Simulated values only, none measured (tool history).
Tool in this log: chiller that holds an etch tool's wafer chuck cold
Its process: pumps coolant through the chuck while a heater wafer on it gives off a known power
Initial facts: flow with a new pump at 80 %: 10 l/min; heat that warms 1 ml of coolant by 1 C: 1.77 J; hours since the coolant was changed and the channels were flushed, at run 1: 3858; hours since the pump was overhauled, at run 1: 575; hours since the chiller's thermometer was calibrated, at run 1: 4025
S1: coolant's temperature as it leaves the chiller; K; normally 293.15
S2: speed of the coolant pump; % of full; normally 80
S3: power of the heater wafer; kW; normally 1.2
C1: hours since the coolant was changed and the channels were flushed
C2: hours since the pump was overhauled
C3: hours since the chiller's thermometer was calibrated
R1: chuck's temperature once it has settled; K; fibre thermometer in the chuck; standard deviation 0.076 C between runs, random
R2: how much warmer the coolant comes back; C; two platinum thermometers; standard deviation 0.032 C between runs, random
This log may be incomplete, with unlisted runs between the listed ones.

{"run": 1, "hour": 0.0, "S1": 293.15, "S2": 80, "S3": 1.2, "C1": 3858, "C2": 575, "C3": 4025, "R1": 301.32, "R2": 4.05}
{"run": 2, "hour": 15.1, "S1": 293.15, "S2": 80, "S3": 1.2, "C1": 3873, "C2": 590, "C3": 4041, "R1": 301.41, "R2": 4.07}
{"run": 3, "hour": 27.9, "S1": 293.15, "S2": 80, "S3": 1.2, "C1": 3886, "C2": 603, "C3": 4053, "R1": 301.37, "R2": 4.15}
{"run": 4, "hour": 51.5, "S1": 293.15, "S2": 80, "S3": 1.2, "C1": 3910, "C2": 626, "C3": 4077, "R1": 301.41, "R2": 4.18}
{"run": 5, "hour": 77.0, "S1": 293.15, "S2": 80, "S3": 1.2, "C1": 3935, "C2": 652, "C3": 4102, "R1": 301.28, "R2": 4.16}
{"run": 6, "hour": 101.8, "S1": 293.15, "S2": 75, "S3": 1.2, "C1": 3960, "C2": 676, "C3": 4127, "R1": 301.89, "R2": 4.43}
{"run": 7, "hour": 129.4, "S1": 293.15, "S2": 75, "S3": 1.2, "C1": 3987, "C2": 704, "C3": 4155, "R1": 301.81, "R2": 4.44}
{"run": 8, "hour": 158.3, "S1": 293.15, "S2": 75, "S3": 1.2, "C1": 4016, "C2": 733, "C3": 4184, "R1": 301.87, "R2": 4.37}
{"hour": 160.7, "done": "chiller's thermometer calibrated"}
{"run": 9, "hour": 176.4, "S1": 293.15, "S2": 75, "S3": 1.2, "C1": 4033, "C2": 750, "C3": 16, "R1": 301.39, "R2": 4.38}
{"run": 10, "hour": 194.9, "S1": 290.15, "S2": 70, "S3": 0.685, "C1": 4052, "C2": 769, "C3": 34, "R1": 294.7, "R2": 2.76}
{"hour": 221.3, "done": "chiller's thermometer calibrated, once more"}
{"run": 11, "hour": 221.3, "S1": 290.15, "S2": 70, "S3": 0.685, "C1": 4077, "C2": 794, "C3": 0, "R1": 295.99, "R2": 2.7}
{"run": 12, "hour": 245.7, "S1": 292.15, "S2": 61, "S3": 0.885, "C1": 4102, "C2": 818, "C3": 24, "R1": 300.76, "R2": 4.01}

Branching from run 12: 4 alternative next runs. What would each branch give?
{"run": "A", "hour": 264.9, "S1": 289.15, "S2": 61, "S3": 0.885, "C1": 4121, "C2": 838, "C3": 44, "R1": "?", "R2": "?"}
{"run": "B", "hour": 264.9, "S1": 291.15, "S2": 61, "S3": 1.401, "C1": 4121, "C2": 838, "C3": 44, "R1": "?", "R2": "?"}
{"run": "C", "hour": 264.9, "S1": 295.15, "S2": 85, "S3": 0.885, "C1": 4121, "C2": 838, "C3": 44, "R1": "?", "R2": "?"}
{"run": "D", "hour": 264.9, "S1": 288.15, "S2": 63, "S3": 0.885, "C1": 4121, "C2": 838, "C3": 44, "R1": "?", "R2": "?"}

run=A R1=297.62 R2=4.03
run=B R1=304.55 R2=6.47
run=C R1=301.66 R2=2.83
run=D R1=296.57 R2=3.9
Stripped of hidden state, with their random variation kept, the same runs would have yielded:
run=A R1=297.02 R2=3.96
run=B R1=303.66 R2=6.37
run=C R1=301.17 R2=2.78
run=D R1=295.97 R2=3.83
